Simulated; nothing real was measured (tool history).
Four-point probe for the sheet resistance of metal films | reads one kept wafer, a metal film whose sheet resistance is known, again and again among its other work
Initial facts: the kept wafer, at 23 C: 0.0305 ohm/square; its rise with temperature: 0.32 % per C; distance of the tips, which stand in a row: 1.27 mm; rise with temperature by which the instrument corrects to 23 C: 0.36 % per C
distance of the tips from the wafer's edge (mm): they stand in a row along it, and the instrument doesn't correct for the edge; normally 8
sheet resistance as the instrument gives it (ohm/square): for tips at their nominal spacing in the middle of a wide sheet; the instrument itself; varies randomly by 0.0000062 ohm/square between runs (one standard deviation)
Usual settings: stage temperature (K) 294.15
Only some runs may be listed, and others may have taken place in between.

run     day  stage temperature (K)  distance of the tips from the wafer's edge (mm)  sheet resistance as the instrument gives it (ohm/square)
  1   0.000                 294.15                                                8                                                  0.030935
  2   0.679                 294.15                                                8                                                  0.030936
  3   1.729                 294.15                                                8                                                  0.030937
  4   2.596                 294.15                                                8                                                  0.030942
  5   3.308                 294.15                                                8                                                  0.030934
  6   4.050                 294.15                                                8                                                  0.030929
  7   4.733                 294.15                                                8                                                  0.030931
  8   5.508                 294.15                                               25                                                  0.030563
  9   6.192                 307.15                                                8                                                  0.030776
 10   6.879                 307.15                                                8                                                  0.030764
 11   7.971                 294.15                                                8                                                  0.030944
 12   8.679                 294.15                                                8                                                  0.030935
 13   9.167                 294.15                                                8                                                  0.030928
 14  10.083                 294.15                                                9                                                  0.030845
 15  11.133                 303.15                                                3                                                  0.033057
 16  11.658                 299.15                                               12                                                  0.030640
 17  12.325                 303.15                                               10                                                  0.030678
 18  13.271                 296.15                                                3                                                  0.033160
 19  14.258                 306.15                                                5                                                  0.031389
 20  15.012                 306.15                                                5                                                  0.031386
 21  15.783                 297.15                                               49                                                  0.030484
 22  16.317                 297.15                                               49                                                  0.030497
 23  17.196                 304.15                                               49                                                  0.030402
 24  17.688                 304.15                                               49                                                  0.030417

Here are 3 independent what-if runs from the current tool condition. What would each one return?
  A  18.633                 299.15                                                4                                                         ?
  B  18.633                 303.15                                               18                                                         ?
  C  18.633                 306.15                                               48                                                         ?

run  sheet resistance as the instrument gives it (ohm/square)
  A                                                  0.032024
  B                                                  0.030479
  C                                                  0.030381
Had the tool no hidden state, the same runs would have come out as:
run  sheet resistance as the instrument gives it (ohm/square)
  A                                                  0.032027
  B                                                  0.030482
  C                                                  0.030384
